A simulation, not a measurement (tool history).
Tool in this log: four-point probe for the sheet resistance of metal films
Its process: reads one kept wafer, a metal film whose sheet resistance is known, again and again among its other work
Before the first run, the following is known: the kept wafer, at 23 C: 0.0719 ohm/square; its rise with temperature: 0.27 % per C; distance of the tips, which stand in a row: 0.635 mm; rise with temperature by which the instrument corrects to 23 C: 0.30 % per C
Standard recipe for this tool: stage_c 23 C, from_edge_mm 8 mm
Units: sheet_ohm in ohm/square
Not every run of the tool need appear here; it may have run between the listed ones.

{"run": 1, "hour": 0.0, "stage_c": 23, "from_edge_mm": 8, "sheet_ohm": 0.072461}
{"run": 2, "hour": 17.2, "stage_c": 23, "from_edge_mm": 8, "sheet_ohm": 0.072484}
{"run": 3, "hour": 37.0, "stage_c": 32, "from_edge_mm": 8, "sheet_ohm": 0.072281}
{"run": 4, "hour": 56.6, "stage_c": 23, "from_edge_mm": 8, "sheet_ohm": 0.072473}
{"run": 5, "hour": 82.9, "stage_c": 23, "from_edge_mm": 8, "sheet_ohm": 0.072491}
{"run": 6, "hour": 103.9, "stage_c": 23, "from_edge_mm": 8, "sheet_ohm": 0.072484}
{"run": 7, "hour": 122.8, "stage_c": 23, "from_edge_mm": 8, "sheet_ohm": 0.07247}
{"run": 8, "hour": 138.5, "stage_c": 23, "from_edge_mm": 8, "sheet_ohm": 0.072461}
{"run": 9, "hour": 151.5, "stage_c": 23, "from_edge_mm": 8, "sheet_ohm": 0.072479}
{"run": 10, "hour": 163.7, "stage_c": 23, "from_edge_mm": 8, "sheet_ohm": 0.072502}
{"run": 11, "hour": 185.6, "stage_c": 19, "from_edge_mm": 8, "sheet_ohm": 0.072581}
{"run": 12, "hour": 203.8, "stage_c": 19, "from_edge_mm": 70, "sheet_ohm": 0.072337}
{"run": 13, "hour": 224.7, "stage_c": 18, "from_edge_mm": 6, "sheet_ohm": 0.072813}
{"run": 14, "hour": 244.8, "stage_c": 18, "from_edge_mm": 6, "sheet_ohm": 0.072786}
{"run": 15, "hour": 268.9, "stage_c": 18, "from_edge_mm": 6, "sheet_ohm": 0.072796}
{"run": 16, "hour": 296.4, "stage_c": 23, "from_edge_mm": 29, "sheet_ohm": 0.072293}

What will run 17 give?
{"run": 17, "hour": 318.9, "stage_c": 26, "from_edge_mm": 6, "sheet_ohm": "?"}

For run 17 the tool returned sheet_ohm 0.072642 ohm/square.
Were there no unlogged condition in the tool, this run, its random variation unchanged, would have produced sheet_ohm 0.072264 ohm/square.

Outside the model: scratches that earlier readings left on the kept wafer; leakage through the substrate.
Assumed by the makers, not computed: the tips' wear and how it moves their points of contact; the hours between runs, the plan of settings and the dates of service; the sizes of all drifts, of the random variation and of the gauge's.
